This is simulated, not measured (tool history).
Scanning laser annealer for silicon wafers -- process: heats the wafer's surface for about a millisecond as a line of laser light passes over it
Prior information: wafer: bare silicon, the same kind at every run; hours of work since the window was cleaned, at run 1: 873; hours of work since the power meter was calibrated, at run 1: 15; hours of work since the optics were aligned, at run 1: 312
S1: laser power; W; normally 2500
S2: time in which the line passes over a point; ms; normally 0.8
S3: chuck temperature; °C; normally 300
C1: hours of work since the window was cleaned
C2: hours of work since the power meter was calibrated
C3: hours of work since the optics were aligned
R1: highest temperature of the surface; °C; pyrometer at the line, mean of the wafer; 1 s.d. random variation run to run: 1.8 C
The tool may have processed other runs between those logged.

| run | hour | S1 | S2 | S3 | C1 | C2 | C3 | R1 |
|---|---|---|---|---|---|---|---|---|
| 1 | 0 | 2500 | 0.8 | 300 | 873 | 15 | 312 | 1043 |
| 2 | 18.7 | 2500 | 0.8 | 300 | 885 | 26 | 323 | 1042 |
| 3 | 58 | 2500 | 0.815 | 300 | 908 | 50 | 346 | 1049 |
| 4 | 99.5 | 2500 | 0.815 | 300 | 932 | 74 | 371 | 1049 |
| 5 | 125.8 | 2500 | 0.8 | 300 | 948 | 90 | 386 | 1039 |
| 6 | 150.7 | 2500 | 0.8 | 300 | 963 | 105 | 401 | 1038 |
| 7 | 172.1 | 2500 | 0.8 | 300 | 975 | 117 | 414 | 1033 |
| 8 | 192.8 | 2500 | 0.8 | 300 | 988 | 130 | 426 | 1036 |
|  | 203.3 | window over the wafer cleaned |
| 9 | 212.4 | 2578 | 0.8 | 300 | 5 | 140 | 436 | 1100 |
| 10 | 248.9 | 2578 | 0.8 | 300 | 27 | 162 | 458 | 1096 |
| 11 | 275.4 | 2578 | 0.8 | 300 | 43 | 177 | 474 | 1094 |
| 12 | 306.3 | 2262 | 0.8 | 300 | 61 | 196 | 492 | 996 |
| 13 | 342.2 | 2500 | 0.8 | 339 | 82 | 217 | 513 | 1109 |
| 14 | 361.9 | 2500 | 0.8 | 300 | 94 | 229 | 525 | 1069 |
| 15 | 395 | 2500 | 0.8 | 300 | 114 | 248 | 545 | 1067 |
| 16 | 431.8 | 2500 | 0.8 | 300 | 135 | 270 | 566 | 1069 |
|  | 437.8 | laser's power meter calibrated |
| 17 | 461.3 | 2500 | 0.8 | 300 | 151 | 14 | 582 | 1066 |
| 18 | 496.4 | 2500 | 0.8 | 300 | 172 | 35 | 603 | 1068 |
| 19 | 513.5 | 2500 | 0.8 | 300 | 182 | 45 | 613 | 1067 |
| 20 | 536.1 | 2500 | 0.8 | 300 | 195 | 58 | 626 | 1064 |
|  | 570.3 | laser's power meter calibrated, once more |
| 21 | 580.6 | 2201 | 0.931 | 300 | 220 | 6 | 651 | 1030 |
| 22 | 598.9 | 2201 | 0.931 | 300 | 231 | 17 | 662 | 1027 |
| 23 | 621.3 | 2201 | 0.931 | 300 | 244 | 30 | 675 | 1027 |
| 24 | 655.5 | 2201 | 0.931 | 300 | 264 | 50 | 695 | 1027 |
| 25 | 677.1 | 2201 | 0.931 | 300 | 277 | 63 | 708 | 1024 |
| 26 | 697.8 | 2317 | 0.598 | 304 | 289 | 76 | 720 | 891 |
| 27 | 725.2 | 2481 | 0.917 | 289 | 306 | 92 | 737 | 1104 |
| 28 | 757.7 | 2659 | 0.698 | 289 | 325 | 111 | 756 | 1031 |
| 29 | 782.1 | 2612 | 0.753 | 339 | 339 | 125 | 770 | 1099 |
| 30 | 810.1 | 2612 | 0.719 | 339 | 356 | 142 | 787 | 1077 |
| 31 | 832.7 | 2736 | 0.708 | 297 | 369 | 155 | 800 | 1067 |
| 32 | 871.4 | 2736 | 0.708 | 264 | 392 | 178 | 823 | 1033 |
| 33 | 890.8 | 2737 | 0.8 | 300 | 404 | 190 | 835 | 1127 |
| 34 | 915 | 2598 | 0.8 | 300 | 418 | 204 | 849 | 1084 |
| 35 | 945.3 | 2228 | 0.885 | 265 | 436 | 222 | 867 | 970 |
| 36 | 974.6 | 2230 | 0.62 | 265 | 453 | 240 | 884 | 837 |

Consider 3 possible next runs. They are alternatives, not a sequence: every one starts from the tool as it was left by run 36. What does each give?
| A | 993.4 | 2500 | 0.8 | 286 | 465 | 251 | 896 | ? |
| B | 993.4 | 2230 | 0.692 | 293 | 465 | 251 | 896 | ? |
| C | 993.4 | 2737 | 0.651 | 300 | 465 | 251 | 896 | ? |

| run | R1 |
|---|---|
| A | 1034 |
| B | 903 |
| C | 1030 |
With the hidden condition removed and each run's random variation left untouched, the same runs would have given:
| run | R1 |
|---|---|
| A | 1056 |
| B | 921 |
| C | 1053 |

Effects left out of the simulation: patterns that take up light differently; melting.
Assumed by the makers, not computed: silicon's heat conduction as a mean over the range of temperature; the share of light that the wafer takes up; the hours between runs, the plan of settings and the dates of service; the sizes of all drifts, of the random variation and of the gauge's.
